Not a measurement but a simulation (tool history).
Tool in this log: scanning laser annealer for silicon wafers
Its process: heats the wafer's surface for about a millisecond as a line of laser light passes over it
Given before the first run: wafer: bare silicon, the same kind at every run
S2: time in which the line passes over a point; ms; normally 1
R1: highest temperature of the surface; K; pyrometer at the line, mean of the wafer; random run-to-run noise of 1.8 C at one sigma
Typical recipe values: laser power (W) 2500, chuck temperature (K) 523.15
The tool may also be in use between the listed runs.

run 1 hour=0 | laser_power_(W)=2500 S2=1 chuck_temperature_(K)=523.15 | R1=1246.15
run 2 hour=34 | laser_power_(W)=2500 S2=1 chuck_temperature_(K)=523.15 | R1=1244.15
run 3 hour=53.3 | laser_power_(W)=2500 S2=1 chuck_temperature_(K)=523.15 | R1=1244.15
run 4 hour=78.5 | laser_power_(W)=2500 S2=1 chuck_temperature_(K)=523.15 | R1=1242.15
run 5 hour=104.5 | laser_power_(W)=2500 S2=1 chuck_temperature_(K)=523.15 | R1=1244.15
run 6 hour=131.8 | laser_power_(W)=2500 S2=1 chuck_temperature_(K)=523.15 | R1=1242.15
run 7 hour=167.4 | laser_power_(W)=2500 S2=1 chuck_temperature_(K)=523.15 | R1=1243.15
run 8 hour=190 | laser_power_(W)=2500 S2=1 chuck_temperature_(K)=523.15 | R1=1240.15
run 9 hour=214.4 | laser_power_(W)=2500 S2=1 chuck_temperature_(K)=523.15 | R1=1245.15
run 10 hour=242.2 | laser_power_(W)=2500 S2=1 chuck_temperature_(K)=523.15 | R1=1243.15
run 11 hour=274.1 | laser_power_(W)=2500 S2=1 chuck_temperature_(K)=523.15 | R1=1243.15
run 12 hour=311.7 | laser_power_(W)=2500 S2=1 chuck_temperature_(K)=523.15 | R1=1240.15
run 13 hour=348.3 | laser_power_(W)=2500 S2=1 chuck_temperature_(K)=523.15 | R1=1241.15
run 14 hour=368.1 | laser_power_(W)=2500 S2=0.71 chuck_temperature_(K)=523.15 | R1=1142.15
run 15 hour=387.2 | laser_power_(W)=2500 S2=1 chuck_temperature_(K)=523.15 | R1=1242.15
run 16 hour=424.4 | laser_power_(W)=2500 S2=1 chuck_temperature_(K)=523.15 | R1=1240.15
run 17 hour=443.8 | laser_power_(W)=2500 S2=1 chuck_temperature_(K)=523.15 | R1=1240.15
run 18 hour=469.1 | laser_power_(W)=2500 S2=1 chuck_temperature_(K)=523.15 | R1=1239.15
run 19 hour=498.3 | laser_power_(W)=2500 S2=1 chuck_temperature_(K)=523.15 | R1=1238.15
run 20 hour=514.3 | laser_power_(W)=2500 S2=1 chuck_temperature_(K)=523.15 | R1=1237.15
run 21 hour=532.2 | laser_power_(W)=2577 S2=1 chuck_temperature_(K)=523.15 | R1=1264.15
run 22 hour=559.4 | laser_power_(W)=2366 S2=1 chuck_temperature_(K)=523.15 | R1=1198.15
run 23 hour=588.2 | laser_power_(W)=2366 S2=1 chuck_temperature_(K)=502.15 | R1=1173.15
run 24 hour=608.6 | laser_power_(W)=2366 S2=0.84 chuck_temperature_(K)=502.15 | R1=1125.15
run 25 hour=623.8 | laser_power_(W)=2411 S2=0.83 chuck_temperature_(K)=501.15 | R1=1136.15
run 26 hour=650.8 | laser_power_(W)=2411 S2=0.83 chuck_temperature_(K)=501.15 | R1=1132.15
run 27 hour=687.9 | laser_power_(W)=2689 S2=0.7 chuck_temperature_(K)=518.15 | R1=1181.15
run 28 hour=708.7 | laser_power_(W)=2174 S2=0.91 chuck_temperature_(K)=491.15 | R1=1077.15
run 29 hour=729.4 | laser_power_(W)=2174 S2=0.92 chuck_temperature_(K)=507.15 | R1=1098.15
run 30 hour=752.1 | laser_power_(W)=2504 S2=0.94 chuck_temperature_(K)=555.15 | R1=1249.15
run 31 hour=783.5 | laser_power_(W)=2504 S2=0.94 chuck_temperature_(K)=555.15 | R1=1248.15
run 32 hour=817.5 | laser_power_(W)=2134 S2=0.94 chuck_temperature_(K)=531.15 | R1=1117.15
run 33 hour=844.6 | laser_power_(W)=2235 S2=1.17 chuck_temperature_(K)=561.15 | R1=1234.15
run 34 hour=863.3 | laser_power_(W)=2658 S2=1.1 chuck_temperature_(K)=520.15 | R1=1313.15
run 35 hour=879.4 | laser_power_(W)=2728 S2=0.84 chuck_temperature_(K)=484.15 | R1=1209.15
run 36 hour=913.6 | laser_power_(W)=2593 S2=0.9 chuck_temperature_(K)=484.15 | R1=1190.15
run 37 hour=937.2 | laser_power_(W)=2531 S2=0.95 chuck_temperature_(K)=510.15 | R1=1216.15
run 38 hour=963.7 | laser_power_(W)=2531 S2=0.95 chuck_temperature_(K)=510.15 | R1=1219.15
run 39 hour=988.7 | laser_power_(W)=2726 S2=0.9 chuck_temperature_(K)=531.15 | R1=1277.15
run 40 hour=1008.4 | laser_power_(W)=2435 S2=0.83 chuck_temperature_(K)=539.15 | R1=1172.15
run 41 hour=1030.7 | laser_power_(W)=2500 S2=1.17 chuck_temperature_(K)=523.15 | R1=1281.15
run 42 hour=1052.5 | laser_power_(W)=2463 S2=0.8 chuck_temperature_(K)=493.15 | R1=1128.15

Forecast each of these 3 alternatives for the next run:
run A hour=1087.4 | laser_power_(W)=2320 S2=0.9 chuck_temperature_(K)=493.15 | R1=?
run B hour=1087.4 | laser_power_(W)=2442 S2=1.22 chuck_temperature_(K)=535.15 | R1=?
run C hour=1087.4 | laser_power_(W)=2500 S2=0.91 chuck_temperature_(K)=523.15 | R1=?

run=A R1=1118.15
run=B R1=1288.15
run=C R1=1204.15
Stripped of hidden state, with their random variation kept, the same runs would have yielded:
run=A R1=1136.15
run=B R1=1310.15
run=C R1=1223.15

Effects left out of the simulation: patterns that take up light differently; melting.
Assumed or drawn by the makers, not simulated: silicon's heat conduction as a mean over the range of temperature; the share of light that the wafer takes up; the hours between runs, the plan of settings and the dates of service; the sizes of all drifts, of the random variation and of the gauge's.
